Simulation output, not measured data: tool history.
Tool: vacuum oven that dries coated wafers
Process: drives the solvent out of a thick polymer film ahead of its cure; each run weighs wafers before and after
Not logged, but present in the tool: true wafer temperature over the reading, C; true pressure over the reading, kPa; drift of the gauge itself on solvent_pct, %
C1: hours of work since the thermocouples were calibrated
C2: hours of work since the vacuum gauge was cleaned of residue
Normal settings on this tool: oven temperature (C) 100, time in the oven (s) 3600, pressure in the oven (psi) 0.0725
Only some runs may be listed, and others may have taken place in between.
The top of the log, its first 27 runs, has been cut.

Run 28, hour 652.9: usual settings but oven temperature (C) 108, time in the oven (s) 2160, pressure in the oven (psi) 0.0497; C1 134; C2 650. Result: solvent left in the film (%) 3.62.
Run 29, hour 670.2: usual settings but oven temperature (C) 109, time in the oven (s) 5820; C1 147; C2 663. Result: solvent left in the film (%) 0.61.
Run 30, hour 686.6: usual settings but oven temperature (C) 86, time in the oven (s) 4500, pressure in the oven (psi) 0.1359; C1 159; C2 674. Result: solvent left in the film (%) 7.43.
Run 31, hour 717.0: usual settings but oven temperature (C) 92, time in the oven (s) 4500, pressure in the oven (psi) 0.1359; C1 180; C2 696. Result: solvent left in the film (%) 5.00.
Run 32, hour 731.8: usual settings but oven temperature (C) 110, time in the oven (s) 3120, pressure in the oven (psi) 0.1993; C1 191; C2 707. Result: solvent left in the film (%) 2.09.
Run 33, hour 749.2: usual settings but oven temperature (C) 110, time in the oven (s) 3120, pressure in the oven (psi) 0.1993; C1 203; C2 719. Result: solvent left in the film (%) 2.07.
Run 34, hour 764.7: usual settings but oven temperature (C) 94, time in the oven (s) 4080, pressure in the oven (psi) 0.1324; C1 215; C2 730. Result: solvent left in the film (%) 4.86.
Run 35, hour 791.2: usual settings but oven temperature (C) 108, time in the oven (s) 2520, pressure in the oven (psi) 0.1732; C1 234; C2 749. Result: solvent left in the film (%) 3.27.
Run 36, hour 815.4: usual settings but oven temperature (C) 108, time in the oven (s) 2520, pressure in the oven (psi) 0.1732; C1 251; C2 767. Result: solvent left in the film (%) 3.25.
Run 37, hour 831.1: usual settings but oven temperature (C) 96, time in the oven (s) 2280, pressure in the oven (psi) 0.2199; C1 262; C2 778. Result: solvent left in the film (%) 8.26.
Run 38, hour 859.7: usual settings but oven temperature (C) 96, time in the oven (s) 2280, pressure in the oven (psi) 0.2199; C1 283; C2 799. Result: solvent left in the film (%) 8.25.
Run 39, hour 890.0: usual settings but oven temperature (C) 101, time in the oven (s) 2280, pressure in the oven (psi) 0.2118; C1 304; C2 820. Result: solvent left in the film (%) 6.26.
Run 40, hour 910.2: usual settings but oven temperature (C) 101, time in the oven (s) 2280, pressure in the oven (psi) 0.2118; C1 319; C2 835. Result: solvent left in the film (%) 6.22.
Run 41, hour 932.6: usual settings but oven temperature (C) 107, time in the oven (s) 6060, pressure in the oven (psi) 0.1266; C1 335; C2 851. Result: solvent left in the film (%) 0.96.

Below are 5 alternative next runs, each starting from the tool's condition after run 41. Predict each:
Run A, hour 959.8: usual settings but oven temperature (C) 97, time in the oven (s) 4140; C1 355; C2 871. Result: solvent left in the film (%) ?.
Run B, hour 959.8: usual settings but time in the oven (s) 1800; C1 355; C2 871. Result: solvent left in the film (%) ?.
Run C, hour 959.8: usual settings but oven temperature (C) 92; C1 355; C2 871. Result: solvent left in the film (%) ?.
Run D, hour 959.8: usual settings but oven temperature (C) 105, time in the oven (s) 6060, pressure in the oven (psi) 0.0534; C1 355; C2 871. Result: solvent left in the film (%) ?.
Run E, hour 959.8: usual settings but pressure in the oven (psi) 0.1884; C1 355; C2 871. Result: solvent left in the film (%) ?.

run  solvent left in the film (%)
  A                          3.38
  B                          7.64
  C                          5.99
  D                          0.79
  E                          3.84
What these runs would have given with no unlogged condition in the tool:
run  solvent left in the film (%)
  A                          3.20
  B                          7.59
  C                          5.83
  D                          0.55
  E                          3.70

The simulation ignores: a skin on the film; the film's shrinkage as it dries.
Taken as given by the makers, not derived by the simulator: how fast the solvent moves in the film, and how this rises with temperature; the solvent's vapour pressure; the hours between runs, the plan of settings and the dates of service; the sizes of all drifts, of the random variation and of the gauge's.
